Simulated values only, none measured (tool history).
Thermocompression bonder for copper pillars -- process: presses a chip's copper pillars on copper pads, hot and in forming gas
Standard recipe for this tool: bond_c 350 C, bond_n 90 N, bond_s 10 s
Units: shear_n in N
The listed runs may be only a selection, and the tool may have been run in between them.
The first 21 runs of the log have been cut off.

run   hour  bond_c  bond_n  bond_s  hours of work since the heater was calibrated  hours of work since the force cell was calibrated  hours of work since the gas filter was changed  shear_n
     517.4  -- forming gas filter changed
 22  518.2     350      90      18                                             34                                                722                                               0     51.7
 23  550.6     350      90      18                                             48                                                735                                              14     51.5
 24  577.0     350     119       6                                             59                                                746                                              25     39.9
 25  594.2     371     119      15                                             66                                                754                                              32     68.8
 26  627.7     362      68      11                                             81                                                768                                              46     42.2
 27  644.3     362      68      11                                             88                                                775                                              54     43.7
 28  659.4     362      68      11                                             94                                                781                                              60     41.9
 29  685.3     370     127      11                                            105                                                792                                              71     62.3
 30  704.0     320     115       8                                            113                                                800                                              79     28.6
 31  724.3     320     115       8                                            121                                                808                                              87     26.4
 32  753.7     320     115       8                                            134                                                821                                             100     26.9
 33  768.0     320     115       8                                            140                                                827                                             106     27.4
 34  794.8     333     123       5                                            151                                                838                                             117     28.5

For run 35, what comes out?
 35  819.5     367     118      10                                            161                                                849                                             127        ?

shear_n: 58.0 N
Without the tool's hidden state the same run would have given shear_n 59.8 N.

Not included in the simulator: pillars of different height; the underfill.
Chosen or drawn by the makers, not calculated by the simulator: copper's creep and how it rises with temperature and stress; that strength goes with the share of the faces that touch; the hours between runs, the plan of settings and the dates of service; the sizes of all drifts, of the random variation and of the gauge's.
